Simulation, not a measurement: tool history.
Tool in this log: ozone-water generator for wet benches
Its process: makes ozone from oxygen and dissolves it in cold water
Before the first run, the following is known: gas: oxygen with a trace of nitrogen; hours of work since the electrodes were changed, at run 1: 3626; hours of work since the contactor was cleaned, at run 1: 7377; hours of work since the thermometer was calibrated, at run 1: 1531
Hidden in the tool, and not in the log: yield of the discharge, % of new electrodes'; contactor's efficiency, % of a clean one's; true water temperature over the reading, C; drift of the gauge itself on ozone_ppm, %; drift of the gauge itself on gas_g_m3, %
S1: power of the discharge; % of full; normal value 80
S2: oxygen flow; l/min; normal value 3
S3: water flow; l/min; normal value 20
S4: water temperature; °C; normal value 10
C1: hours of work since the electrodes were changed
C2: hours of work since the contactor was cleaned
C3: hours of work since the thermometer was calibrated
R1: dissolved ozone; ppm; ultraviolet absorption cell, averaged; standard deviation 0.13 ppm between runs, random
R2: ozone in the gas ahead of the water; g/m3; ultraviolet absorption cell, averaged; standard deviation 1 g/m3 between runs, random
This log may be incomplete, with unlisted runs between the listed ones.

Run 1, hour 0: usual settings; C1 3626; C2 7377; C3 1531. Result: R1 12.4 ppm, R2 175.6 g/m3.
Run 2, hour 65.5: usual settings but S4 6 °C; C1 3690; C2 7442; C3 1595. Result: R1 12.9 ppm, R2 177.5 g/m3.
Run 3, hour 152.6: usual settings but S1 73 % of full, S4 6 °C; C1 3775; C2 7527; C3 1680. Result: R1 12.2 ppm, R2 168.4 g/m3.
Run 4, hour 218.1: usual settings but S1 73 % of full, S4 6 °C; C1 3839; C2 7591; C3 1744. Result: R1 12.4 ppm, R2 167.1 g/m3.
Run 5, hour 273.3: usual settings but S1 73 % of full, S4 6 °C; C1 3893; C2 7645; C3 1798. Result: R1 12.3 ppm, R2 167.2 g/m3.
Run 6, hour 317.9: usual settings but S1 73 % of full, S4 6 °C; C1 3937; C2 7688; C3 1842. Result: R1 12.3 ppm, R2 169.3 g/m3.
Run 7, hour 401.2: usual settings but S1 73 % of full, S4 6 °C; C1 4018; C2 7770; C3 1923. Result: R1 12.3 ppm, R2 169.5 g/m3.
Run 8, hour 492.3: usual settings but S1 55 % of full; C1 4107; C2 7859; C3 2012. Result: R1 10.2 ppm, R2 147 g/m3.
Run 9, hour 581.5: usual settings but S2 2.13 l/min; C1 4194; C2 7946; C3 2099. Result: R1 11.2 ppm, R2 202.8 g/m3.
Run 10, hour 624.3: usual settings; C1 4236; C2 7988; C3 2141. Result: R1 12.5 ppm, R2 178.7 g/m3.
Run 11, hour 693.4: usual settings but S1 96 % of full; C1 4304; C2 8056; C3 2209. Result: R1 13.6 ppm, R2 197 g/m3.
Run 12, hour 772.8: usual settings but S1 96 % of full; C1 4381; C2 8133; C3 2287. Result: R1 13.8 ppm, R2 197.5 g/m3.
Run 13, hour 858.8: usual settings but S1 96 % of full; C1 4466; C2 8217; C3 2371. Result: R1 13.8 ppm, R2 196.7 g/m3.
Run 14, hour 923.7: usual settings but S1 96 % of full, S3 17 l/min; C1 4529; C2 8281; C3 2434. Result: R1 16.2 ppm, R2 197.2 g/m3.
Run 15, hour 966.8: usual settings but S2 1.99 l/min; C1 4571; C2 8323; C3 2476. Result: R1 10.7 ppm, R2 209.2 g/m3.
Run 16, hour 1024.6: usual settings but S2 1.99 l/min; C1 4628; C2 8380; C3 2533. Result: R1 10.7 ppm, R2 209.1 g/m3.
Run 17, hour 1113.5: usual settings but S2 1.99 l/min; C1 4715; C2 8467; C3 2620. Result: R1 10.9 ppm, R2 209.6 g/m3.
Run 18, hour 1169: usual settings but S1 66 % of full, S2 3.51 l/min, S3 16 l/min; C1 4769; C2 8521; C3 2674. Result: R1 14.6 ppm, R2 151.7 g/m3.
Run 19, hour 1232.5: usual settings but S1 66 % of full, S2 3.51 l/min, S3 16 l/min; C1 4831; C2 8583; C3 2736. Result: R1 14.5 ppm, R2 152.1 g/m3.
Run 20, hour 1308.2: usual settings but S1 87 % of full, S2 4.07 l/min; C1 4905; C2 8657; C3 2810. Result: R1 14.2 ppm, R2 167.3 g/m3.
Run 21, hour 1408.7: usual settings but S1 87 % of full, S2 4.07 l/min; C1 5003; C2 8755; C3 2909. Result: R1 14.4 ppm, R2 165 g/m3.
Run 22, hour 1454.1: usual settings but S1 97 % of full, S2 4.77 l/min, S3 14 l/min; C1 5048; C2 8800; C3 2953. Result: R1 21.1 ppm, R2 166.5 g/m3.
Run 23, hour 1510.5: usual settings but S1 76 % of full; C1 5103; C2 8855; C3 3008. Result: R1 12.2 ppm, R2 175.2 g/m3.
Run 24, hour 1597.6: usual settings but S1 54 % of full, S2 1.62 l/min, S4 5 °C; C1 5188; C2 8940; C3 3093. Result: R1 8.1 ppm, R2 184 g/m3.
Run 25, hour 1664.8: usual settings but S1 54 % of full, S2 1.62 l/min, S4 5 °C; C1 5254; C2 9006; C3 3159. Result: R1 8.1 ppm, R2 183.7 g/m3.
Run 26, hour 1724.3: usual settings but S4 15 °C; C1 5312; C2 9064; C3 3217. Result: R1 12 ppm, R2 178.6 g/m3.
Run 27, hour 1810.9: usual settings but S1 42 % of full, S2 2.31 l/min, S3 27 l/min, S4 7 °C; C1 5397; C2 9149; C3 3302. Result: R1 6 ppm, R2 141.1 g/m3.
Run 28, hour 1878.3: usual settings but S2 2.4 l/min, S3 24 l/min; C1 5463; C2 9215; C3 3368. Result: R1 9.7 ppm, R2 195.7 g/m3.
Run 29, hour 1964.9: usual settings but S1 78 % of full, S2 2.4 l/min, S3 24 l/min, S4 13 °C; C1 5547; C2 9299; C3 3453. Result: R1 9.3 ppm, R2 195.1 g/m3.
Run 30, hour 2057.5: usual settings but S1 85 % of full, S2 2.14 l/min, S3 13 l/min, S4 13 °C; C1 5638; C2 9390; C3 3543. Result: R1 16.9 ppm, R2 213.3 g/m3.
Run 31, hour 2138.5: usual settings but S1 97 % of full, S2 2.14 l/min, S3 24 l/min, S4 7 °C; C1 5717; C2 9469; C3 3622. Result: R1 10.1 ppm, R2 227.8 g/m3.
Run 32, hour 2184.8: usual settings but S3 24 l/min; C1 5762; C2 9514; C3 3668. Result: R1 10.3 ppm, R2 179.1 g/m3.

Each row is a separate what-if for the run after 32, all from the same tool condition, not one after another. Results?
Run A, hour 2260.2: usual settings but S1 56 % of full, S2 4.2 l/min; C1 5836; C2 9588; C3 3741. Result: R1 ?, R2 ?.
Run B, hour 2260.2: usual settings but S2 3.12 l/min, S3 24 l/min; C1 5836; C2 9588; C3 3741. Result: R1 ?, R2 ?.
Run C, hour 2260.2: usual settings but S1 93 % of full, S2 3.13 l/min, S3 22 l/min; C1 5836; C2 9588; C3 3741. Result: R1 ?, R2 ?.
Run D, hour 2260.2: usual settings but S3 27 l/min; C1 5836; C2 9588; C3 3741. Result: R1 ?, R2 ?.

run    R1     R2
  A  11.5  130.2
  B  10.5  177.2
  C  12.5  193.7
  D   9.2  181.9
Had the tool no hidden state, the same runs would have come out as:
run    R1     R2
  A  11.6  127.5
  B  10.5  173.6
  C  12.5  189.8
  D   9.2  178.3
